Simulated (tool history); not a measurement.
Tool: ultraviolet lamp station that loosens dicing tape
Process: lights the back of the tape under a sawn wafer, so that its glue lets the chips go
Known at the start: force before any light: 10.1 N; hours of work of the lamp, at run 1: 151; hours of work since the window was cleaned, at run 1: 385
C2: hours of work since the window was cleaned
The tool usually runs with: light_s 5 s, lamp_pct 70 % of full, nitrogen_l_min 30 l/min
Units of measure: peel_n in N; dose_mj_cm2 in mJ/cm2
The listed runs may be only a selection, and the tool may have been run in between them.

run 1 hour=0.0 | light_s=5 lamp_pct=70 nitrogen_l_min=30 | hours_of_work_of_the_lamp=151 C2=385 | peel_n=1.230 dose_mj_cm2=247
run 2 hour=21.3 | light_s=8 lamp_pct=70 nitrogen_l_min=30 | hours_of_work_of_the_lamp=163 C2=397 | peel_n=0.417 dose_mj_cm2=399
run 3 hour=44.9 | light_s=8 lamp_pct=62 nitrogen_l_min=30 | hours_of_work_of_the_lamp=177 C2=410 | peel_n=0.566 dose_mj_cm2=345
run 4 hour=62.0 | light_s=8 lamp_pct=70 nitrogen_l_min=30 | hours_of_work_of_the_lamp=186 C2=420 | peel_n=0.424 dose_mj_cm2=388
run 5 hour=81.5 | light_s=5 lamp_pct=68 nitrogen_l_min=30 | hours_of_work_of_the_lamp=197 C2=430 | peel_n=1.338 dose_mj_cm2=232
run 6 hour=94.4 | light_s=5 lamp_pct=68 nitrogen_l_min=30 | hours_of_work_of_the_lamp=204 C2=438 | peel_n=1.389 dose_mj_cm2=234
run 7 hour=110.4 | light_s=5 lamp_pct=68 nitrogen_l_min=30 | hours_of_work_of_the_lamp=213 C2=447 | peel_n=1.430 dose_mj_cm2=233
run 8 hour=132.3 | light_s=4 lamp_pct=88 nitrogen_l_min=12 | hours_of_work_of_the_lamp=225 C2=459 | peel_n=2.370 dose_mj_cm2=235
run 9 hour=154.5 | light_s=2 lamp_pct=65 nitrogen_l_min=57 | hours_of_work_of_the_lamp=238 C2=471 | peel_n=4.049 dose_mj_cm2=86
-- hour=181.7 window cleaned of glue's vapour
run 10 hour=183.3 | light_s=3 lamp_pct=99 nitrogen_l_min=14 | hours_of_work_of_the_lamp=254 C2=1 | peel_n=2.505 dose_mj_cm2=216
run 11 hour=210.8 | light_s=3 lamp_pct=73 nitrogen_l_min=36 | hours_of_work_of_the_lamp=269 C2=16 | peel_n=2.416 dose_mj_cm2=161

Here are 5 independent what-if runs from the current tool condition. What would each one return?
run A hour=240.0 | light_s=7 lamp_pct=73 nitrogen_l_min=36 | hours_of_work_of_the_lamp=285 C2=33 | peel_n=? dose_mj_cm2=?
run B hour=240.0 | light_s=8 lamp_pct=73 nitrogen_l_min=39 | hours_of_work_of_the_lamp=285 C2=33 | peel_n=? dose_mj_cm2=?
run C hour=240.0 | light_s=4 lamp_pct=77 nitrogen_l_min=29 | hours_of_work_of_the_lamp=285 C2=33 | peel_n=? dose_mj_cm2=?
run D hour=240.0 | light_s=4 lamp_pct=73 nitrogen_l_min=36 | hours_of_work_of_the_lamp=285 C2=33 | peel_n=? dose_mj_cm2=?
run E hour=240.0 | light_s=3 lamp_pct=93 nitrogen_l_min=36 | hours_of_work_of_the_lamp=285 C2=33 | peel_n=? dose_mj_cm2=?

run=A peel_n=0.444 dose_mj_cm2=363
run=B peel_n=0.295 dose_mj_cm2=414
run=C peel_n=1.592 dose_mj_cm2=216
run=D peel_n=1.513 dose_mj_cm2=207
run=E peel_n=1.617 dose_mj_cm2=196
What these runs would have given with no unlogged condition in the tool:
run=A peel_n=0.271 dose_mj_cm2=441
run=B peel_n=0.187 dose_mj_cm2=503
run=C peel_n=1.092 dose_mj_cm2=264
run=D peel_n=1.028 dose_mj_cm2=251
run=E peel_n=1.117 dose_mj_cm2=239
